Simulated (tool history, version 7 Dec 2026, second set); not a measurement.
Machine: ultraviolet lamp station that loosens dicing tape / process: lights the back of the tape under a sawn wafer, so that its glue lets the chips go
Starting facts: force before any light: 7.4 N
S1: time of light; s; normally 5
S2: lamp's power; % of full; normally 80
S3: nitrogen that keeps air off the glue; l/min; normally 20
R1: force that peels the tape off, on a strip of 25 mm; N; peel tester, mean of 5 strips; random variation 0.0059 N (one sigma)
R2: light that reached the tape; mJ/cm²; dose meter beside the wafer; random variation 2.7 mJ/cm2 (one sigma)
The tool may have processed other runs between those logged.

run 1 day=0.000 | S1=5 S2=80 S3=20 | R1=0.185 R2=358
run 2 day=2.996 | S1=5 S2=82 S3=20 | R1=0.175 R2=361
run 3 day=5.750 | S1=5 S2=82 S3=20 | R1=0.176 R2=359
run 4 day=9.279 | S1=5 S2=82 S3=20 | R1=0.179 R2=356
run 5 day=10.812 | S1=5 S2=88 S3=20 | R1=0.158 R2=375
run 6 day=13.638 | S1=5 S2=88 S3=32 | R1=0.120 R2=373
run 7 day=15.750 | S1=5 S2=88 S3=32 | R1=0.130 R2=370
run 8 day=18.225 | S1=5 S2=80 S3=32 | R1=0.167 R2=334
run 9 day=19.854 | S1=5 S2=80 S3=32 | R1=0.171 R2=329
run 10 day=21.462 | S1=5 S2=80 S3=20 | R1=0.235 R2=327
run 11 day=24.021 | S1=5 S2=80 S3=20 | R1=0.236 R2=319
-- day=24.483 window cleaned of glue's vapour
run 12 day=26.817 | S1=5 S2=80 S3=20 | R1=0.208 R2=337
run 13 day=29.471 | S1=5 S2=80 S3=20 | R1=0.227 R2=341
run 14 day=33.096 | S1=5 S2=80 S3=20 | R1=0.224 R2=331
run 15 day=35.029 | S1=5 S2=80 S3=20 | R1=0.232 R2=327
run 16 day=37.633 | S1=5 S2=80 S3=20 | R1=0.240 R2=323
run 17 day=40.308 | S1=5 S2=62 S3=20 | R1=0.474 R2=252
run 18 day=42.342 | S1=5 S2=62 S3=20 | R1=0.485 R2=249
run 19 day=44.492 | S1=5 S2=80 S3=9 | R1=0.458 R2=320
run 20 day=46.538 | S1=5 S2=80 S3=9 | R1=0.464 R2=310
run 21 day=48.912 | S1=5 S2=80 S3=20 | R1=0.256 R2=309
run 22 day=51.492 | S1=5 S2=80 S3=20 | R1=0.278 R2=307
run 23 day=54.838 | S1=5 S2=80 S3=20 | R1=0.295 R2=305
run 24 day=58.308 | S1=5 S2=78 S3=15 | R1=0.381 R2=291
run 25 day=61.896 | S1=6 S2=89 S3=28 | R1=0.122 R2=388
run 26 day=64.883 | S1=6 S2=89 S3=28 | R1=0.119 R2=387
-- day=65.396 window cleaned of glue's vapour
run 27 day=66.633 | S1=6 S2=86 S3=28 | R1=0.126 R2=382
run 28 day=69.808 | S1=5 S2=80 S3=12 | R1=0.428 R2=299
run 29 day=73.183 | S1=4 S2=67 S3=8 | R1=1.342 R2=196
run 30 day=76.283 | S1=4 S2=67 S3=8 | R1=1.371 R2=189
run 31 day=79.833 | S1=6 S2=67 S3=6 | R1=0.788 R2=285
run 32 day=83.000 | S1=7 S2=67 S3=20 | R1=0.239 R2=327
run 33 day=84.492 | S1=7 S2=80 S3=20 | R1=0.147 R2=393
run 34 day=86.279 | S1=7 S2=82 S3=13 | R1=0.191 R2=393
run 35 day=87.888 | S1=4 S2=89 S3=8 | R1=0.920 R2=244
run 36 day=90.604 | S1=4 S2=89 S3=8 | R1=0.903 R2=244
run 37 day=92.242 | S1=4 S2=89 S3=8 | R1=0.965 R2=240
run 38 day=94.842 | S1=4 S2=76 S3=8 | R1=1.266 R2=201
run 39 day=98.062 | S1=8 S2=63 S3=19 | R1=0.240 R2=331
run 40 day=100.533 | S1=8 S2=63 S3=19 | R1=0.233 R2=322
run 41 day=103.929 | S1=8 S2=87 S3=16 | R1=0.128 R2=436

Alternative continuations, all from the tool just after run 41; predict every row:
-- day=104.462 lamp changed
run A day=105.467 | S1=5 S2=60 S3=20 | R1=? R2=?
-- day=104.462 lamp changed
run B day=105.467 | S1=4 S2=66 S3=7 | R1=? R2=?
-- day=104.462 lamp changed
run C day=105.467 | S1=2 S2=72 S3=14 | R1=? R2=?
-- day=104.462 lamp changed
run D day=105.467 | S1=2 S2=80 S3=7 | R1=? R2=?
-- day=104.462 lamp changed
run E day=105.467 | S1=8 S2=87 S3=15 | R1=? R2=?

run=A R1=0.408 R2=261
run=B R1=1.101 R2=229
run=C R1=2.005 R2=127
run=D R1=2.313 R2=143
run=E R1=0.073 R2=600
Without the tool's unlogged condition, the same runs would have read:
run=A R1=0.330 R2=283
run=B R1=0.944 R2=248
run=C R1=1.801 R2=138
run=D R1=2.099 R2=155
run=E R1=0.068 R2=651
